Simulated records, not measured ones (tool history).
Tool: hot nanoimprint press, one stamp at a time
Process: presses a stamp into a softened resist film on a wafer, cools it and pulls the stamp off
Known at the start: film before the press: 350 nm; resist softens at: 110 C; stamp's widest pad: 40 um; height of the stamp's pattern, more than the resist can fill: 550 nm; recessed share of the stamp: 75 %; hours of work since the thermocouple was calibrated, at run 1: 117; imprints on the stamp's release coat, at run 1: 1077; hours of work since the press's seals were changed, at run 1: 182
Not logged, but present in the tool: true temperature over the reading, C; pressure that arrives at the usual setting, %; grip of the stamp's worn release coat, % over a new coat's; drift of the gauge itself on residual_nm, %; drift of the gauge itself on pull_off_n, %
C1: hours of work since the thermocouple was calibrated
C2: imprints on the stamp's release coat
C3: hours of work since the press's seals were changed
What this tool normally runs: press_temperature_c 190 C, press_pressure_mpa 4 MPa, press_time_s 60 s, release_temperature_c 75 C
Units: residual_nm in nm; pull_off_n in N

{"run": 1, "hour": 0.0, "press_temperature_c": 190, "press_pressure_mpa": 4, "press_time_s": 60, "release_temperature_c": 75, "C1": 117, "C2": 1077, "C3": 182, "residual_nm": 208.6, "pull_off_n": 181}
{"run": 2, "hour": 41.4, "press_temperature_c": 190, "press_pressure_mpa": 4, "press_time_s": 60, "release_temperature_c": 75, "C1": 138, "C2": 1148, "C3": 203, "residual_nm": 211, "pull_off_n": 177}
{"hour": 77.5, "done": "stamp cleaned and given a new release coat"}
{"run": 3, "hour": 100.6, "press_temperature_c": 190, "press_pressure_mpa": 4, "press_time_s": 60, "release_temperature_c": 75, "C1": 164, "C2": 40, "C3": 230, "residual_nm": 209.7, "pull_off_n": 158}
{"run": 4, "hour": 194.5, "press_temperature_c": 190, "press_pressure_mpa": 4, "press_time_s": 60, "release_temperature_c": 75, "C1": 212, "C2": 201, "C3": 277, "residual_nm": 208.9, "pull_off_n": 162}
{"hour": 285.9, "done": "plate thermocouple calibrated"}
{"run": 5, "hour": 294.9, "press_temperature_c": 190, "press_pressure_mpa": 4, "press_time_s": 49, "release_temperature_c": 75, "C1": 4, "C2": 368, "C3": 326, "residual_nm": 226.3, "pull_off_n": 161}
{"run": 6, "hour": 370.8, "press_temperature_c": 190, "press_pressure_mpa": 4, "press_time_s": 62, "release_temperature_c": 75, "C1": 43, "C2": 499, "C3": 364, "residual_nm": 211.2, "pull_off_n": 158}
{"run": 7, "hour": 465.4, "press_temperature_c": 190, "press_pressure_mpa": 4, "press_time_s": 62, "release_temperature_c": 75, "C1": 90, "C2": 661, "C3": 412, "residual_nm": 212.2, "pull_off_n": 172}
{"run": 8, "hour": 535.2, "press_temperature_c": 190, "press_pressure_mpa": 4, "press_time_s": 62, "release_temperature_c": 75, "C1": 125, "C2": 781, "C3": 447, "residual_nm": 215.3, "pull_off_n": 170}
{"run": 9, "hour": 620.7, "press_temperature_c": 190, "press_pressure_mpa": 4, "press_time_s": 95, "release_temperature_c": 82, "C1": 168, "C2": 928, "C3": 490, "residual_nm": 188.3, "pull_off_n": 165}
{"run": 10, "hour": 709.1, "press_temperature_c": 198, "press_pressure_mpa": 3.75, "press_time_s": 99, "release_temperature_c": 62, "C1": 213, "C2": 1080, "C3": 534, "residual_nm": 139.4, "pull_off_n": 221}
{"hour": 788.6, "done": "stamp cleaned and given a new release coat"}
{"hour": 804.4, "done": "plate thermocouple calibrated"}
{"run": 11, "hour": 813.7, "press_temperature_c": 198, "press_pressure_mpa": 3.75, "press_time_s": 99, "release_temperature_c": 62, "C1": 5, "C2": 38, "C3": 582, "residual_nm": 130.8, "pull_off_n": 186}
{"hour": 842.0, "done": "plate thermocouple calibrated, once more"}
{"run": 12, "hour": 914.2, "press_temperature_c": 190, "press_pressure_mpa": 4, "press_time_s": 67, "release_temperature_c": 75, "C1": 36, "C2": 205, "C3": 632, "residual_nm": 199.7, "pull_off_n": 157}
{"run": 13, "hour": 996.4, "press_temperature_c": 190, "press_pressure_mpa": 2.57, "press_time_s": 111, "release_temperature_c": 75, "C1": 78, "C2": 347, "C3": 673, "residual_nm": 198.4, "pull_off_n": 164}
{"run": 14, "hour": 1082.4, "press_temperature_c": 201, "press_pressure_mpa": 2.57, "press_time_s": 111, "release_temperature_c": 64, "C1": 121, "C2": 494, "C3": 716, "residual_nm": 132.3, "pull_off_n": 191}
{"run": 15, "hour": 1159.9, "press_temperature_c": 201, "press_pressure_mpa": 3.51, "press_time_s": 111, "release_temperature_c": 64, "C1": 160, "C2": 627, "C3": 755, "residual_nm": 116.5, "pull_off_n": 193}
{"run": 16, "hour": 1249.5, "press_temperature_c": 201, "press_pressure_mpa": 3.51, "press_time_s": 111, "release_temperature_c": 64, "C1": 205, "C2": 781, "C3": 800, "residual_nm": 117.3, "pull_off_n": 198}

What would each run have given without the hidden state, its run-to-run variation left as it was?
run=1 residual_nm=205.4 pull_off_n=154
run=2 residual_nm=207.2 pull_off_n=149
run=3 residual_nm=205.2 pull_off_n=155
run=4 residual_nm=203.2 pull_off_n=156
run=5 residual_nm=218.6 pull_off_n=150
run=6 residual_nm=202.3 pull_off_n=144
run=7 residual_nm=201.9 pull_off_n=153
run=8 residual_nm=204.1 pull_off_n=148
run=9 residual_nm=176.1 pull_off_n=140
run=10 residual_nm=129 pull_off_n=185
run=11 residual_nm=128.4 pull_off_n=184
run=12 residual_nm=198.3 pull_off_n=152
run=13 residual_nm=196.5 pull_off_n=155
run=14 residual_nm=130 pull_off_n=177
run=15 residual_nm=113.4 pull_off_n=175
run=16 residual_nm=113.4 pull_off_n=176
